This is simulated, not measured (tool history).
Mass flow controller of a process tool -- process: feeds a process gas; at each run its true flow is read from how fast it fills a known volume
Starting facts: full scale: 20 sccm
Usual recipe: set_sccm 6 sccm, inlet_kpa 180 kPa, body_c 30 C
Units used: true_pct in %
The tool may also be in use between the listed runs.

run	day	set_sccm	inlet_kpa	body_c	true_pct
1	0.000	6	180	30	99.21
2	7.846	6	180	30	99.12
3	19.275	6	180	24	98.88
4	31.308	6	180	24	99.00
5	44.088	6	180	24	98.92
6	50.362	6	180	24	98.94
7	63.312	6	180	30	99.36
8	77.200	6	180	26	98.97
9	90.246	6	180	26	99.09
10	104.767	6	180	26	99.07
11	118.046	6	180	26	99.12
12	133.050	6	180	26	99.10
13	146.896	6	180	20	98.86
14	159.254	6	180	20	98.97
15	173.517	6	180	30	99.54
16	183.254	11	180	30	99.92
17	195.079	6	180	30	99.42
18	204.717	6	180	30	99.58
19	219.554	6	180	30	99.55
20	235.025	6	180	30	99.43
21	247.012	6	180	30	99.47
22	254.075	6	180	30	99.49
23	266.762	6	144	30	99.62
24	276.408	6	144	30	99.59
25	289.408	6	144	30	99.72
26	299.704	6	201	28	99.38
27	312.938	6	201	28	99.49
28	322.500	3	180	21	98.97
29	331.517	6	180	21	99.17
30	340.196	5	180	30	99.52
31	348.000	9	205	20	99.34
32	359.942	6	166	20	99.28
33	374.446	6	210	20	99.09
34	387.338	6	213	30	99.73
35	400.183	5	250	30	99.61
36	415.283	5	219	30	99.74
37	421.696	7	221	20	99.28
38	428.050	6	211	29	99.75
39	440.704	6	221	30	99.78
# day 443.642: gauge calibrated
40	452.471	16	221	25	99.76
41	461.229	16	221	25	99.75
42	471.067	16	221	25	99.58
43	485.471	6	172	38	99.66
44	494.558	6	150	30	99.13
45	506.904	6	251	37	99.55
46	518.346	7	217	29	99.23
# day 520.896: controller's zero set anew
47	533.000	6	176	23	98.81
48	543.129	6	176	25	99.06

Results per run with the tool's hidden condition removed, run-to-run variation unchanged:
Hidden state at play: flow at rest that the sensor doesn't see, % of full scale; true flow over the shown one, %; drift of the gauge itself on true_pct, %.
run	true_pct
1	99.22
2	99.11
3	98.85
4	98.95
5	98.85
6	98.87
7	99.27
8	98.86
9	98.96
10	98.92
11	98.95
12	98.91
13	98.65
14	98.75
15	99.29
16	99.66
17	99.14
18	99.28
19	99.23
20	99.09
21	99.12
22	99.12
23	99.23
24	99.19
25	99.30
26	98.95
27	99.04
28	98.49
29	98.70
30	99.03
31	98.84
32	98.76
33	98.55
34	99.17
35	99.03
36	99.13
37	98.68
38	99.14
39	99.14
40	99.76
41	99.74
42	99.55
43	99.60
44	99.05
45	99.45
46	99.12
47	98.70
48	98.94
